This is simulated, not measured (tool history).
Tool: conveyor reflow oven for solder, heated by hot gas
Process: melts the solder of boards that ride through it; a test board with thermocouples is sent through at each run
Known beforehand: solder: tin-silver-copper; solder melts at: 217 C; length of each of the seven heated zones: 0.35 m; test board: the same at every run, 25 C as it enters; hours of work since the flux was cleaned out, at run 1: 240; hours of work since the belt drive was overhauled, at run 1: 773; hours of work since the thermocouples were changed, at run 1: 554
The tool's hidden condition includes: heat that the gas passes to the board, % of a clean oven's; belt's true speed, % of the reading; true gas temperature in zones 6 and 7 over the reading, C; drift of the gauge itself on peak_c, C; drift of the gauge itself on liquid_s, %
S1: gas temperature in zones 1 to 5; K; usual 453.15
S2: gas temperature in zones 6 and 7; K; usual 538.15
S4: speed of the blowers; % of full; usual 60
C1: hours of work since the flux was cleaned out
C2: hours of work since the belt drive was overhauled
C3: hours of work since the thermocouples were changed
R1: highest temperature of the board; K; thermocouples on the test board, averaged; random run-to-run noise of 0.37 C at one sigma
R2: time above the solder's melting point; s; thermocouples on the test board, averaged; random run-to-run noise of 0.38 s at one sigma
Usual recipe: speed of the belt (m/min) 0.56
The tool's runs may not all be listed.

{"run": 1, "hour": 0.0, "S1": 453.15, "S2": 538.15, "speed of the belt (m/min)": 0.56, "S4": 60, "C1": 240, "C2": 773, "C3": 554, "R1": 517.95, "R2": 53.2}
{"run": 2, "hour": 54.4, "S1": 453.15, "S2": 538.15, "speed of the belt (m/min)": 0.56, "S4": 60, "C1": 269, "C2": 802, "C3": 583, "R1": 517.45, "R2": 52.8}
{"run": 3, "hour": 95.6, "S1": 453.15, "S2": 538.15, "speed of the belt (m/min)": 0.56, "S4": 60, "C1": 291, "C2": 824, "C3": 605, "R1": 518.25, "R2": 52.4}
{"hour": 104.9, "done": "flux residue cleaned out of gas plates and filters"}
{"run": 4, "hour": 144.8, "S1": 453.15, "S2": 538.15, "speed of the belt (m/min)": 0.56, "S4": 60, "C1": 21, "C2": 847, "C3": 628, "R1": 520.35, "R2": 55.2}
{"run": 5, "hour": 172.2, "S1": 438.15, "S2": 538.15, "speed of the belt (m/min)": 0.56, "S4": 60, "C1": 36, "C2": 862, "C3": 643, "R1": 517.35, "R2": 46.5}
{"run": 6, "hour": 217.2, "S1": 438.15, "S2": 538.15, "speed of the belt (m/min)": 0.507, "S4": 76, "C1": 60, "C2": 886, "C3": 667, "R1": 523.95, "R2": 61.2}
{"run": 7, "hour": 271.0, "S1": 442.15, "S2": 538.15, "speed of the belt (m/min)": 0.507, "S4": 58, "C1": 88, "C2": 914, "C3": 695, "R1": 520.25, "R2": 56}
{"run": 8, "hour": 317.3, "S1": 453.15, "S2": 529.15, "speed of the belt (m/min)": 0.47, "S4": 60, "C1": 113, "C2": 939, "C3": 720, "R1": 517.35, "R2": 63.5}
{"run": 9, "hour": 371.1, "S1": 439.15, "S2": 538.15, "speed of the belt (m/min)": 0.56, "S4": 59, "C1": 141, "C2": 967, "C3": 749, "R1": 515.75, "R2": 45.1}
{"run": 10, "hour": 404.2, "S1": 458.15, "S2": 544.15, "speed of the belt (m/min)": 0.541, "S4": 73, "C1": 159, "C2": 985, "C3": 766, "R1": 528.95, "R2": 67.4}

Predict each of these 5 candidate next runs independently; none follows another, all start after run 10:
{"run": "A", "hour": 441.1, "S1": 438.15, "S2": 544.15, "speed of the belt (m/min)": 0.541, "S4": 73, "C1": 179, "C2": 1005, "C3": 786, "R1": "?", "R2": "?"}
{"run": "B", "hour": 441.1, "S1": 447.15, "S2": 539.15, "speed of the belt (m/min)": 0.633, "S4": 73, "C1": 179, "C2": 1005, "C3": 786, "R1": "?", "R2": "?"}
{"run": "C", "hour": 441.1, "S1": 458.15, "S2": 544.15, "speed of the belt (m/min)": 0.597, "S4": 77, "C1": 179, "C2": 1005, "C3": 786, "R1": "?", "R2": "?"}
{"run": "D", "hour": 441.1, "S1": 453.15, "S2": 538.15, "speed of the belt (m/min)": 0.607, "S4": 60, "C1": 179, "C2": 1005, "C3": 786, "R1": "?", "R2": "?"}
{"run": "E", "hour": 441.1, "S1": 458.15, "S2": 544.15, "speed of the belt (m/min)": 0.516, "S4": 60, "C1": 179, "C2": 1005, "C3": 786, "R1": "?", "R2": "?"}

run=A R1=525.85 R2=57.3
run=B R1=517.75 R2=43.6
run=C R1=526.95 R2=59.4
run=D R1=515.55 R2=46.1
run=E R1=527.15 R2=68.2
Stripped of hidden state, with their random variation kept, the same runs would have yielded:
run=A R1=527.75 R2=57.2
run=B R1=519.65 R2=44
run=C R1=528.85 R2=58.9
run=D R1=517.15 R2=46.4
run=E R1=528.75 R2=67.3
